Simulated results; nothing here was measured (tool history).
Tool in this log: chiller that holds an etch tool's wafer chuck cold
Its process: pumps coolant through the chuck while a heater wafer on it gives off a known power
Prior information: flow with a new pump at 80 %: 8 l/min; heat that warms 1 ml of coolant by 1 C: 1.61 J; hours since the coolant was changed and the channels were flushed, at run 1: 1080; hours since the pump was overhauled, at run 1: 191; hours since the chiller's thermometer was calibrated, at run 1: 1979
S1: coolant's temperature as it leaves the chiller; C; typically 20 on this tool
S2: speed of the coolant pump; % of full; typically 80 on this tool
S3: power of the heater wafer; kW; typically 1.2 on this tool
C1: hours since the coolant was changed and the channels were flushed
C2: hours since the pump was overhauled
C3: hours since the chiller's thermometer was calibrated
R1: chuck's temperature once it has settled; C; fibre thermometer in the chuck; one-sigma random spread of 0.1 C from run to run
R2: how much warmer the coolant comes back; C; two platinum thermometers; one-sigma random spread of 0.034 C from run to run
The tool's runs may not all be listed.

{"run": 1, "day": 0.0, "S1": 20, "S2": 80, "S3": 1.2, "C1": 1080, "C2": 191, "C3": 1979, "R1": 29.9, "R2": 5.68}
{"run": 2, "day": 2.358, "S1": 20, "S2": 80, "S3": 1.2, "C1": 1136, "C2": 248, "C3": 2036, "R1": 30, "R2": 5.64}
{"run": 3, "day": 6.992, "S1": 20, "S2": 80, "S3": 1.2, "C1": 1248, "C2": 359, "C3": 2147, "R1": 29.9, "R2": 5.62}
{"run": 4, "day": 9.704, "S1": 20, "S2": 80, "S3": 0.956, "C1": 1313, "C2": 424, "C3": 2212, "R1": 27.8, "R2": 4.44}
{"run": 5, "day": 13.792, "S1": 20, "S2": 80, "S3": 0.856, "C1": 1411, "C2": 522, "C3": 2310, "R1": 27.1, "R2": 4.07}
{"run": 6, "day": 16.912, "S1": 20, "S2": 80, "S3": 0.856, "C1": 1486, "C2": 597, "C3": 2385, "R1": 27.1, "R2": 4.04}
{"run": 7, "day": 19.246, "S1": 20, "S2": 80, "S3": 0.856, "C1": 1542, "C2": 653, "C3": 2441, "R1": 26.9, "R2": 4.07}
{"run": 8, "day": 22.221, "S1": 20, "S2": 80, "S3": 0.76, "C1": 1613, "C2": 725, "C3": 2512, "R1": 26.2, "R2": 3.61}
{"run": 9, "day": 26.55, "S1": 20, "S2": 80, "S3": 0.76, "C1": 1717, "C2": 829, "C3": 2616, "R1": 26.3, "R2": 3.61}
{"run": 10, "day": 30.854, "S1": 20, "S2": 80, "S3": 0.76, "C1": 1820, "C2": 932, "C3": 2720, "R1": 26.3, "R2": 3.64}
{"run": 11, "day": 33.833, "S1": 20, "S2": 80, "S3": 1.2, "C1": 1892, "C2": 1003, "C3": 2791, "R1": 30.1, "R2": 5.74}
{"run": 12, "day": 38.046, "S1": 20, "S2": 80, "S3": 1.2, "C1": 1993, "C2": 1104, "C3": 2892, "R1": 29.9, "R2": 5.6}
{"run": 13, "day": 42.675, "S1": 20, "S2": 80, "S3": 1.2, "C1": 2104, "C2": 1216, "C3": 3003, "R1": 30.1, "R2": 5.7}
{"run": 14, "day": 44.558, "S1": 20, "S2": 80, "S3": 1.404, "C1": 2149, "C2": 1261, "C3": 3049, "R1": 31.7, "R2": 6.68}
{"run": 15, "day": 46.55, "S1": 20, "S2": 80, "S3": 1.404, "C1": 2197, "C2": 1309, "C3": 3096, "R1": 31.7, "R2": 6.71}
{"run": 16, "day": 49.912, "S1": 20, "S2": 80, "S3": 1.404, "C1": 2278, "C2": 1389, "C3": 3177, "R1": 31.6, "R2": 6.68}
{"run": 17, "day": 54.342, "S1": 12, "S2": 66, "S3": 1.154, "C1": 2384, "C2": 1496, "C3": 3283, "R1": 23.1, "R2": 6.61}
{"run": 18, "day": 56.392, "S1": 16, "S2": 61, "S3": 0.668, "C1": 2433, "C2": 1545, "C3": 3333, "R1": 23, "R2": 4.12}
{"run": 19, "day": 60.688, "S1": 29, "S2": 67, "S3": 0.77, "C1": 2536, "C2": 1648, "C3": 3436, "R1": 36.4, "R2": 4.37}
{"run": 20, "day": 63.096, "S1": 22, "S2": 80, "S3": 1.033, "C1": 2594, "C2": 1706, "C3": 3493, "R1": 30.5, "R2": 4.87}
{"run": 21, "day": 66.212, "S1": 14, "S2": 77, "S3": 1.2, "C1": 2669, "C2": 1780, "C3": 3568, "R1": 24.4, "R2": 5.9}
{"run": 22, "day": 70.788, "S1": 12, "S2": 85, "S3": 0.612, "C1": 2779, "C2": 1890, "C3": 3678, "R1": 16.7, "R2": 2.72}

Estimate the outcome of run 23 from the log above:
{"run": 23, "day": 74.042, "S1": 12, "S2": 80, "S3": 0.709, "C1": 2857, "C2": 1968, "C3": 3756, "R1": "?", "R2": "?"}

R1: 17.9 C
R2: 3.38 C
Minus the tool's unlogged condition, the same run would have read R1 17.9 C, R2 3.31 C.
